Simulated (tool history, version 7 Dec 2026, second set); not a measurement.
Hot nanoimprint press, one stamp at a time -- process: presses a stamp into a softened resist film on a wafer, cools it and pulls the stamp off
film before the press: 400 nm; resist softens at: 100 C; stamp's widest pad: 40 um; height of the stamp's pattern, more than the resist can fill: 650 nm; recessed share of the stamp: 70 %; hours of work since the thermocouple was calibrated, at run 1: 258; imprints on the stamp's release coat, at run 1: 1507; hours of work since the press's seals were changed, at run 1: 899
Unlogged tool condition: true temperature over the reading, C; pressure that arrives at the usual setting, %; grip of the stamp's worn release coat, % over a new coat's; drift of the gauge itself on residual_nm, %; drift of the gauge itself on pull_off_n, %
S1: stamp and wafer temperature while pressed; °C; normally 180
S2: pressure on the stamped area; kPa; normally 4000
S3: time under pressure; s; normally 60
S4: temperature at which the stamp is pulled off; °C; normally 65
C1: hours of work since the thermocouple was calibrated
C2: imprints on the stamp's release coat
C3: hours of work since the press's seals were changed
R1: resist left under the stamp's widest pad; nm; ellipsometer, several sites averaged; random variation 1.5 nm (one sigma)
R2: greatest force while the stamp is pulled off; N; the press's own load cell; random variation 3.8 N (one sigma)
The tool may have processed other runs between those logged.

| run | hour | S1 | S2 | S3 | S4 | C1 | C2 | C3 | R1 | R2 |
|---|---|---|---|---|---|---|---|---|---|---|
| 1 | 0 | 180 | 4000 | 60 | 65 | 258 | 1507 | 899 | 229 | 220 |
| 2 | 21.1 | 180 | 4000 | 60 | 65 | 271 | 1580 | 912 | 230.3 | 223 |
| 3 | 43.1 | 180 | 4000 | 60 | 65 | 283 | 1656 | 925 | 227.9 | 226 |
| 4 | 71.4 | 176 | 4000 | 60 | 65 | 300 | 1754 | 942 | 261.9 | 218 |
| 5 | 106.5 | 180 | 4000 | 33 | 65 | 321 | 1875 | 962 | 270.8 | 220 |
|  | 117.8 | stamp cleaned and given a new release coat |
| 6 | 147.2 | 180 | 4000 | 33 | 65 | 342 | 101 | 983 | 273.8 | 216 |
| 7 | 174.8 | 180 | 4000 | 60 | 65 | 358 | 196 | 999 | 230.4 | 217 |
| 8 | 198.3 | 180 | 4000 | 60 | 65 | 372 | 278 | 1013 | 230.6 | 215 |
| 9 | 221.7 | 180 | 4000 | 60 | 50 | 386 | 359 | 1027 | 231.3 | 260 |
| 10 | 255.8 | 180 | 4000 | 61 | 50 | 406 | 476 | 1047 | 227.6 | 265 |
|  | 284.4 | press's hydraulic seals changed and the load cell set to zero |
| 11 | 288.8 | 180 | 4060 | 61 | 50 | 421 | 563 | 3 | 227.1 | 268 |
|  | 294.5 | plate thermocouple calibrated |
| 12 | 308.1 | 182 | 4060 | 61 | 50 | 8 | 619 | 12 | 212.9 | 260 |
| 13 | 327.7 | 182 | 4060 | 61 | 50 | 20 | 687 | 24 | 212.3 | 263 |
| 14 | 365.8 | 182 | 4060 | 61 | 50 | 42 | 819 | 46 | 213.2 | 263 |
| 15 | 392.8 | 180 | 6180 | 60 | 51 | 58 | 912 | 62 | 193.2 | 254 |
| 16 | 419 | 180 | 6180 | 60 | 51 | 74 | 1002 | 78 | 191.9 | 250 |
| 17 | 441.3 | 190 | 3120 | 117 | 68 | 87 | 1079 | 91 | 136.9 | 207 |
| 18 | 461.8 | 180 | 6080 | 60 | 65 | 99 | 1151 | 103 | 196.5 | 221 |
| 19 | 494.6 | 181 | 4000 | 60 | 63 | 118 | 1264 | 123 | 223.5 | 228 |
| 20 | 523.4 | 181 | 4000 | 60 | 72 | 135 | 1363 | 140 | 220.6 | 192 |
| 21 | 561.1 | 171 | 5060 | 60 | 65 | 158 | 1494 | 162 | 277.5 | 214 |
| 22 | 598.2 | 180 | 2970 | 60 | 66 | 180 | 1622 | 184 | 255.6 | 215 |
| 23 | 620.1 | 180 | 4000 | 60 | 57 | 193 | 1697 | 197 | 230.9 | 241 |
| 24 | 639.4 | 180 | 4000 | 60 | 57 | 204 | 1764 | 208 | 228.9 | 250 |
| 25 | 667.5 | 180 | 4000 | 60 | 53 | 221 | 1861 | 225 | 229.4 | 254 |
|  | 683.4 | stamp cleaned and given a new release coat |
| 26 | 706.7 | 171 | 3190 | 60 | 62 | 240 | 81 | 245 | 311.6 | 223 |
| 27 | 739.1 | 180 | 2530 | 83 | 65 | 259 | 193 | 264 | 242.3 | 218 |

Predict each of these 4 candidate next runs independently; none follows another, all start after run 27:
| A | 762.1 | 189 | 4000 | 34 | 70 | 273 | 272 | 277 | ? | ? |
| B | 762.1 | 180 | 5460 | 45 | 65 | 273 | 272 | 277 | ? | ? |
| C | 762.1 | 178 | 4000 | 60 | 56 | 273 | 272 | 277 | ? | ? |
| D | 762.1 | 180 | 2860 | 60 | 72 | 273 | 272 | 277 | ? | ? |

| run | R1 | R2 |
|---|---|---|
| A | 209.7 | 199 |
| B | 228 | 212 |
| C | 244.3 | 248 |
| D | 257.9 | 196 |
The same runs, with their run-to-run variation unchanged, on a tool lacking any hidden condition would have given:
| run | R1 | R2 |
|---|---|---|
| A | 209.3 | 199 |
| B | 227.5 | 211 |
| C | 243.9 | 247 |
| D | 257.5 | 195 |

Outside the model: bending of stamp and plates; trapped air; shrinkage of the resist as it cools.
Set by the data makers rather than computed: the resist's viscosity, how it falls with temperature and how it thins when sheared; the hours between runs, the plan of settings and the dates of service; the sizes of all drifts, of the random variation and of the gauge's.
